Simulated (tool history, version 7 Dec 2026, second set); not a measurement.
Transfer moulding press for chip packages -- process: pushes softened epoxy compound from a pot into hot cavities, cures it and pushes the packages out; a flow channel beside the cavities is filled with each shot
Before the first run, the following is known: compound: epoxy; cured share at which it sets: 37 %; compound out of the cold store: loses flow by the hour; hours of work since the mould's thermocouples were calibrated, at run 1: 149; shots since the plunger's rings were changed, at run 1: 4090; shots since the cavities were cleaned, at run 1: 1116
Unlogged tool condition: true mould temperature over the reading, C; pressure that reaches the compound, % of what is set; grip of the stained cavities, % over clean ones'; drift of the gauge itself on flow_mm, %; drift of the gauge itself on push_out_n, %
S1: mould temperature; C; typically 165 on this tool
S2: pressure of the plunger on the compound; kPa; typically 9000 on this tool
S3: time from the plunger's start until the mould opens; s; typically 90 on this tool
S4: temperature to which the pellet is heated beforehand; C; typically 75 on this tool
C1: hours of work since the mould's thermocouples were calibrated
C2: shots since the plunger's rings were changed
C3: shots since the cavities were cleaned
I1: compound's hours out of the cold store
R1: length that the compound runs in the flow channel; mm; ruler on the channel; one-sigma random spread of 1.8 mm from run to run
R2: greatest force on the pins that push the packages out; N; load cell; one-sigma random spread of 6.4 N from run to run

{"run": 1, "hour": 0.0, "S1": 165, "S2": 9000, "S3": 90, "S4": 75, "C1": 149, "C2": 4090, "C3": 1116, "I1": 22.8, "R1": 508, "R2": 503}
{"hour": 8.7, "done": "cavities cleaned with cleaning compound and waxed"}
{"run": 2, "hour": 81.8, "S1": 165, "S2": 9000, "S3": 90, "S4": 75, "C1": 209, "C2": 5249, "C3": 1055, "I1": 14.1, "R1": 514, "R2": 521}
{"hour": 92.9, "done": "cavities cleaned with cleaning compound and waxed"}
{"run": 3, "hour": 156.1, "S1": 165, "S2": 9320, "S3": 90, "S4": 75, "C1": 263, "C2": 6300, "C3": 911, "I1": 8.3, "R1": 525, "R2": 553}
{"hour": 178.0, "done": "cavities cleaned with cleaning compound and waxed"}
{"hour": 205.7, "done": "plunger's sealing rings changed"}
{"run": 4, "hour": 211.1, "S1": 167, "S2": 9320, "S3": 90, "S4": 75, "C1": 301, "C2": 78, "C3": 442, "I1": 24.9, "R1": 523, "R2": 445}
{"run": 5, "hour": 261.6, "S1": 165, "S2": 9000, "S3": 90, "S4": 75, "C1": 339, "C2": 807, "C3": 1171, "I1": 47.4, "R1": 484, "R2": 514}
{"hour": 270.3, "done": "cavities cleaned with cleaning compound and waxed"}
{"run": 6, "hour": 343.8, "S1": 169, "S2": 9000, "S3": 90, "S4": 75, "C1": 399, "C2": 1973, "C3": 1061, "I1": 19.6, "R1": 507, "R2": 458}
{"hour": 359.5, "done": "cavities cleaned with cleaning compound and waxed"}
{"run": 7, "hour": 421.7, "S1": 169, "S2": 9000, "S3": 90, "S4": 75, "C1": 456, "C2": 3076, "C3": 898, "I1": 8.2, "R1": 519, "R2": 454}
{"hour": 445.8, "done": "cavities cleaned with cleaning compound and waxed"}
{"run": 8, "hour": 479.4, "S1": 169, "S2": 9000, "S3": 90, "S4": 75, "C1": 497, "C2": 3888, "C3": 486, "I1": 30.2, "R1": 484, "R2": 408}
{"hour": 531.0, "done": "cavities cleaned with cleaning compound and waxed"}
{"run": 9, "hour": 537.8, "S1": 169, "S2": 9000, "S3": 90, "S4": 75, "C1": 540, "C2": 4710, "C3": 98, "I1": 43.9, "R1": 459, "R2": 273}
{"hour": 571.1, "done": "mould's thermocouples calibrated"}
{"hour": 622.5, "done": "cavities cleaned with cleaning compound and waxed"}
{"run": 10, "hour": 623.4, "S1": 157, "S2": 9180, "S3": 113, "S4": 75, "C1": 38, "C2": 5896, "C3": 13, "I1": 30.0, "R1": 516, "R2": 280}
{"hour": 699.6, "done": "plunger's sealing rings changed"}
{"run": 11, "hour": 699.6, "S1": 157, "S2": 9180, "S3": 113, "S4": 75, "C1": 93, "C2": 1, "C3": 1078, "I1": 34.8, "R1": 544, "R2": 608}
{"hour": 713.7, "done": "cavities cleaned with cleaning compound and waxed"}
{"run": 12, "hour": 759.8, "S1": 159, "S2": 9180, "S3": 110, "S4": 68, "C1": 136, "C2": 848, "C3": 666, "I1": 13.4, "R1": 568, "R2": 535}
{"hour": 801.7, "done": "cavities cleaned with cleaning compound and waxed"}
{"run": 13, "hour": 837.7, "S1": 159, "S2": 9180, "S3": 110, "S4": 68, "C1": 193, "C2": 1951, "C3": 519, "I1": 36.5, "R1": 522, "R2": 503}
{"hour": 888.8, "done": "cavities cleaned with cleaning compound and waxed"}
{"run": 14, "hour": 923.3, "S1": 159, "S2": 9180, "S3": 110, "S4": 68, "C1": 256, "C2": 3167, "C3": 499, "I1": 46.6, "R1": 502, "R2": 494}
{"hour": 975.0, "done": "cavities cleaned with cleaning compound and waxed"}
{"run": 15, "hour": 993.6, "S1": 160, "S2": 9000, "S3": 90, "S4": 75, "C1": 307, "C2": 4161, "C3": 270, "I1": 22.9, "R1": 526, "R2": 574}
{"hour": 1061.6, "done": "cavities cleaned with cleaning compound and waxed"}
{"run": 16, "hour": 1067.2, "S1": 160, "S2": 9000, "S3": 90, "S4": 75, "C1": 360, "C2": 5202, "C3": 81, "I1": 16.4, "R1": 527, "R2": 434}
{"run": 17, "hour": 1127.7, "S1": 160, "S2": 9000, "S3": 90, "S4": 75, "C1": 405, "C2": 6076, "C3": 955, "I1": 27.9, "R1": 504, "R2": 728}

Pick out some run-to-run changes in R1. Of each, how much would a tool without hidden state show as well, from the settings, what came in and chance, and how much is left for the hidden state and any gauge scatter not in both results compared?
Run 3 -> 4: S1 165 -> 167, cavities cleaned with cleaning compound and waxed, plunger's sealing rings changed. R1 -2 mm: hidden state +31, all else -33.
Run 9 -> 10: S1 169 -> 157, S2 9000 -> 9180, S3 90 -> 113, mould's thermocouples calibrated, cavities cleaned with cleaning compound and waxed. R1 +57 mm: hidden state -11, all else +68.
